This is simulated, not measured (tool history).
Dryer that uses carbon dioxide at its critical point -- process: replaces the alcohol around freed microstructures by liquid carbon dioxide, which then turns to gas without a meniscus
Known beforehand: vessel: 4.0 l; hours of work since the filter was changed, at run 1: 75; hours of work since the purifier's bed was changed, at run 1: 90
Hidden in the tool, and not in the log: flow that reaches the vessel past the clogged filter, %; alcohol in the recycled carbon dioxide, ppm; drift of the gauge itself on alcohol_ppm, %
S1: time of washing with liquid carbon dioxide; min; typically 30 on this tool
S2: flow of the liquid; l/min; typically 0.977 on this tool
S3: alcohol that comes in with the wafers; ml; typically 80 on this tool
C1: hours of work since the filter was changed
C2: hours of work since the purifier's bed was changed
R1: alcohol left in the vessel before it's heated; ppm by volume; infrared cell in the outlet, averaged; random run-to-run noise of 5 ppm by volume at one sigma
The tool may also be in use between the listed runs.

Run 1, hour 0.0: usual settings; C1 75; C2 90. Result: R1 69 ppm by volume.
Run 2, hour 12.8: usual settings but S3 25 ml; C1 85; C2 100. Result: R1 31 ppm by volume.
Run 3, hour 31.2: usual settings; C1 99; C2 114. Result: R1 73 ppm by volume.
Run 4, hour 44.5: usual settings but S3 111 ml; C1 109; C2 124. Result: R1 95 ppm by volume.
Run 5, hour 59.1: usual settings but S3 111 ml; C1 120; C2 135. Result: R1 99 ppm by volume.
Run 6, hour 75.5: usual settings; C1 133; C2 147. Result: R1 95 ppm by volume.
Run 7, hour 92.1: usual settings; C1 145; C2 160. Result: R1 89 ppm by volume.
Run 8, hour 106.4: usual settings but S3 70 ml; C1 156; C2 171. Result: R1 88 ppm by volume.
Run 9, hour 115.1: usual settings but S3 70 ml; C1 163; C2 177. Result: R1 91 ppm by volume.
Run 10, hour 134.5: usual settings but S1 26 min; C1 177; C2 192. Result: R1 153 ppm by volume.
Run 11, hour 148.6: usual settings but S1 26 min; C1 188; C2 203. Result: R1 153 ppm by volume.
Run 12, hour 164.5: usual settings but S1 42 min; C1 200; C2 215. Result: R1 68 ppm by volume.
Run 13, hour 176.1: usual settings but S1 42 min; C1 209; C2 223. Result: R1 67 ppm by volume.
Run 14, hour 184.3: usual settings; C1 215; C2 230. Result: R1 111 ppm by volume.
Run 15, hour 198.6: usual settings; C1 226; C2 240. Result: R1 113 ppm by volume.
Run 16, hour 211.9: usual settings but S2 1.004 l/min; C1 236; C2 250. Result: R1 110 ppm by volume.
Run 17, hour 222.5: usual settings but S2 0.940 l/min, S3 65 ml; C1 244; C2 258. Result: R1 127 ppm by volume.
Run 18, hour 237.7: usual settings but S3 85 ml; C1 255; C2 270. Result: R1 132 ppm by volume.
Run 19, hour 254.8: usual settings but S1 28 min, S2 1.208 l/min; C1 268; C2 283. Result: R1 95 ppm by volume.
Run 20, hour 269.8: usual settings but S1 19 min, S3 64 ml; C1 280; C2 294. Result: R1 442 ppm by volume.
Run 21, hour 278.4: usual settings but S1 25 min; C1 286; C2 301. Result: R1 224 ppm by volume.
Run 22, hour 287.1: usual settings but S1 20 min, S2 0.589 l/min, S3 76 ml; C1 293; C2 307. Result: R1 2016 ppm by volume.
Run 23, hour 302.7: usual settings but S1 20 min, S2 0.589 l/min, S3 76 ml; C1 305; C2 319. Result: R1 2042 ppm by volume.
Run 24, hour 315.9: usual settings but S1 24 min, S2 0.688 l/min, S3 38 ml; C1 315; C2 329. Result: R1 458 ppm by volume.
Run 25, hour 334.1: usual settings but S1 24 min, S2 0.688 l/min, S3 38 ml; C1 328; C2 343. Result: R1 453 ppm by volume.
Run 26, hour 353.6: usual settings but S1 24 min, S2 0.688 l/min, S3 38 ml; C1 343; C2 358. Result: R1 462 ppm by volume.
Run 27, hour 366.9: usual settings but S1 24 min, S2 0.688 l/min, S3 38 ml; C1 353; C2 368. Result: R1 485 ppm by volume.
Run 28, hour 380.5: usual settings but S1 20 min, S2 0.586 l/min, S3 30 ml; C1 364; C2 378. Result: R1 921 ppm by volume.
Run 29, hour 392.0: usual settings but S1 20 min, S2 0.586 l/min, S3 30 ml; C1 372; C2 387. Result: R1 907 ppm by volume.
Run 30, hour 400.4: usual settings but S1 20 min, S2 0.586 l/min, S3 29 ml; C1 379; C2 393. Result: R1 876 ppm by volume.

Pick out some run-to-run changes in R1. Of each, how much would a tool without hidden state show as well, from the settings, what came in and chance, and how much is left for the hidden state and any gauge scatter not in both results compared?
Run 19 -> 20: S1 28 -> 19, S2 1.208 -> 0.977, S3 80 -> 64. R1 +347 ppm by volume: hidden state +75, all else +272.
Run 21 -> 22: S1 25 -> 20, S2 0.977 -> 0.589, S3 80 -> 76. R1 +1792 ppm by volume: hidden state +235, all else +1557.
Run 23 -> 24: S1 20 -> 24, S2 0.589 -> 0.688, S3 76 -> 38. R1 -1584 ppm by volume: hidden state -206, all else -1378.
Run 27 -> 28: S1 24 -> 20, S2 0.688 -> 0.586, S3 38 -> 30. R1 +436 ppm by volume: hidden state +52, all else +384.

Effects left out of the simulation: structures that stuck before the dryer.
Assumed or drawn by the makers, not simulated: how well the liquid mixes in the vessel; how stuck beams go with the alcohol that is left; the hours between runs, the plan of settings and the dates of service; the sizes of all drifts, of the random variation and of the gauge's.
